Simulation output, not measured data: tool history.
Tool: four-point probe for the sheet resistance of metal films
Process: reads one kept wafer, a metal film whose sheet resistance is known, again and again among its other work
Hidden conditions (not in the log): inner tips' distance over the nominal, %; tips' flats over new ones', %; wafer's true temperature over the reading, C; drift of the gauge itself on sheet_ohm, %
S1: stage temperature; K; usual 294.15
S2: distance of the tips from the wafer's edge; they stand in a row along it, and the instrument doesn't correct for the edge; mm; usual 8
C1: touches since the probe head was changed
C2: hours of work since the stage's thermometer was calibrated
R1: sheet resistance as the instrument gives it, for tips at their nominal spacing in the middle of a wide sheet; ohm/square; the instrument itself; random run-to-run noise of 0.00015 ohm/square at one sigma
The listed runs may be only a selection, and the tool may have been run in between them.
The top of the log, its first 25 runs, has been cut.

{"run": 26, "hour": 1073.1, "S1": 302.15, "S2": 4, "C1": 82076, "C2": 220, "R1": 0.741753}
{"run": 27, "hour": 1113.6, "S1": 305.15, "S2": 16, "C1": 83062, "C2": 238, "R1": 0.733707}
{"run": 28, "hour": 1157.5, "S1": 305.15, "S2": 16, "C1": 84133, "C2": 256, "R1": 0.733632}
{"run": 29, "hour": 1188.3, "S1": 296.15, "S2": 75, "C1": 84882, "C2": 270, "R1": 0.729456}
{"run": 30, "hour": 1220.9, "S1": 296.15, "S2": 75, "C1": 85676, "C2": 284, "R1": 0.729394}
{"run": 31, "hour": 1268.6, "S1": 296.15, "S2": 75, "C1": 86837, "C2": 304, "R1": 0.729419}
{"run": 32, "hour": 1303.9, "S1": 292.15, "S2": 6, "C1": 87695, "C2": 319, "R1": 0.73185}
{"run": 33, "hour": 1351.9, "S1": 302.15, "S2": 5, "C1": 88865, "C2": 340, "R1": 0.737836}
{"run": 34, "hour": 1396.4, "S1": 306.15, "S2": 62, "C1": 89948, "C2": 359, "R1": 0.733274}
{"run": 35, "hour": 1429.3, "S1": 306.15, "S2": 7, "C1": 90748, "C2": 373, "R1": 0.736117}
{"run": 36, "hour": 1456.9, "S1": 304.15, "S2": 37, "C1": 91420, "C2": 385, "R1": 0.732422}
{"run": 37, "hour": 1496.1, "S1": 299.15, "S2": 3, "C1": 92375, "C2": 401, "R1": 0.747703}
{"run": 38, "hour": 1553.1, "S1": 304.15, "S2": 21, "C1": 93763, "C2": 426, "R1": 0.732879}
{"run": 39, "hour": 1585.8, "S1": 292.15, "S2": 8, "C1": 94559, "C2": 440, "R1": 0.729746}
{"run": 40, "hour": 1643.0, "S1": 300.15, "S2": 21, "C1": 95950, "C2": 464, "R1": 0.731}
{"run": 41, "hour": 1698.3, "S1": 294.15, "S2": 32, "C1": 97298, "C2": 488, "R1": 0.727865}
{"run": 42, "hour": 1730.6, "S1": 303.15, "S2": 15, "C1": 98085, "C2": 502, "R1": 0.732478}
{"run": 43, "hour": 1769.6, "S1": 295.15, "S2": 46, "C1": 99033, "C2": 518, "R1": 0.72812}

For run 44, what comes out?
{"run": 44, "hour": 1813.0, "S1": 295.15, "S2": 46, "C1": 100089, "C2": 537, "R1": "?"}

{"run 44": {"R1": 0.728238}}
Take away the tool's hidden state, keep the run-to-run variation as it was, and the same run would have given R1 0.729685 ohm/square.

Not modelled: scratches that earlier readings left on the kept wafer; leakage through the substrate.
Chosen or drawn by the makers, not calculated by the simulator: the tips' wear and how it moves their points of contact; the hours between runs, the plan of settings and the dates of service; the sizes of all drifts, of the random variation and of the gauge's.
